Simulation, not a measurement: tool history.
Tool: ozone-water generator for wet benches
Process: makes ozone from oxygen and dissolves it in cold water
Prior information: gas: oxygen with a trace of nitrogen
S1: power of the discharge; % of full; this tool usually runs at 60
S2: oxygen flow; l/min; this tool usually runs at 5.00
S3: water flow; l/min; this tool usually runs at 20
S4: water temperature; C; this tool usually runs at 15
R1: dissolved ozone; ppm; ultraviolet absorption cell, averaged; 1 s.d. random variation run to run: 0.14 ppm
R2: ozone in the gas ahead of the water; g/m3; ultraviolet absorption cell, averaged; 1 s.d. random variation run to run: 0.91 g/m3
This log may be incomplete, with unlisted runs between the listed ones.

| run | day | S1 | S2 | S3 | S4 | R1 | R2 |
|---|---|---|---|---|---|---|---|
| 1 | 0.000 | 60 | 5.00 | 20 | 15 | 15.9 | 152.1 |
| 2 | 1.267 | 60 | 5.00 | 20 | 15 | 15.8 | 151.0 |
| 3 | 2.075 | 60 | 5.00 | 20 | 13 | 16.5 | 150.6 |
| 4 | 2.900 | 53 | 5.00 | 20 | 15 | 14.9 | 142.7 |
| 5 | 3.479 | 60 | 5.00 | 20 | 15 | 15.8 | 151.2 |
| 6 | 4.350 | 60 | 5.00 | 20 | 15 | 15.8 | 150.7 |
| 7 | 5.092 | 60 | 5.00 | 20 | 15 | 15.9 | 150.0 |
| 8 | 6.100 | 60 | 5.00 | 20 | 15 | 16.0 | 150.9 |
| 9 | 7.383 | 60 | 5.00 | 20 | 15 | 15.6 | 150.2 |
| 10 | 8.588 | 60 | 5.00 | 20 | 15 | 15.9 | 150.9 |
| 11 | 9.892 | 60 | 5.00 | 20 | 15 | 15.7 | 149.3 |
| 12 | 11.033 | 60 | 5.00 | 20 | 15 | 15.8 | 149.1 |
| 13 | 12.054 | 60 | 5.00 | 20 | 15 | 15.8 | 149.3 |
| 14 | 13.142 | 60 | 5.00 | 20 | 15 | 15.7 | 149.4 |
| 15 | 13.792 | 60 | 5.00 | 20 | 22 | 14.5 | 148.5 |
| 16 | 14.475 | 60 | 5.00 | 20 | 22 | 14.3 | 149.3 |
| 17 | 15.404 | 60 | 5.00 | 20 | 22 | 14.5 | 150.0 |
| 18 | 16.021 | 66 | 5.00 | 17 | 15 | 19.3 | 157.4 |
| 19 | 16.642 | 51 | 4.26 | 16 | 16 | 17.2 | 150.1 |
| 20 | 17.879 | 51 | 4.26 | 16 | 16 | 17.2 | 147.8 |
| 21 | 18.762 | 76 | 8.53 | 16 | 16 | 20.3 | 128.1 |
| 22 | 19.525 | 76 | 8.53 | 16 | 16 | 20.2 | 126.8 |
| 23 | 20.788 | 60 | 5.00 | 20 | 13 | 16.3 | 148.6 |
| 24 | 21.867 | 60 | 5.00 | 20 | 13 | 16.2 | 147.9 |
| 25 | 22.829 | 60 | 4.58 | 20 | 15 | 15.9 | 155.9 |
| 26 | 23.712 | 60 | 4.61 | 19 | 18 | 15.6 | 155.2 |
| 27 | 24.438 | 89 | 3.71 | 30 | 10 | 13.2 | 216.1 |
| 28 | 25.346 | 89 | 3.71 | 30 | 10 | 13.1 | 215.4 |
| 29 | 26.096 | 89 | 3.71 | 31 | 10 | 12.6 | 213.9 |
| 30 | 26.650 | 76 | 5.00 | 17 | 15 | 20.8 | 168.8 |
| 31 | 27.208 | 41 | 6.34 | 20 | 15 | 13.2 | 106.1 |
| 32 | 28.317 | 88 | 8.75 | 30 | 11 | 14.2 | 136.4 |

Measured minus without-hidden-state, run by run (identical run-to-run variation in each term; gauge scatter may differ):
What the log doesn't record here: yield of the discharge, % of new electrodes'; contactor's efficiency, % of a clean one's; true water temperature over the reading, C; drift of the gauge itself on ozone_ppm, %; drift of the gauge itself on gas_g_m3, %.
| run | R2 |
|---|---|
| 1 | +0.0 |
| 2 | -0.2 |
| 3 | -0.3 |
| 4 | -0.3 |
| 5 | -0.4 |
| 6 | -0.6 |
| 7 | -0.7 |
| 8 | -0.7 |
| 9 | -0.9 |
| 10 | -1.1 |
| 11 | -1.3 |
| 12 | -1.4 |
| 13 | -1.5 |
| 14 | -1.6 |
| 15 | -1.8 |
| 16 | -1.8 |
| 17 | -1.9 |
| 18 | -2.1 |
| 19 | -2.1 |
| 20 | -2.2 |
| 21 | -2.0 |
| 22 | -2.1 |
| 23 | -2.6 |
| 24 | -2.7 |
| 25 | -3.0 |
| 26 | -3.1 |
| 27 | -4.4 |
| 28 | -4.5 |
| 29 | -4.7 |
| 30 | -3.8 |
| 31 | -2.4 |
| 32 | -3.2 |
R1 without the hidden state stays within 0.1 ppm of what was measured, in all runs.
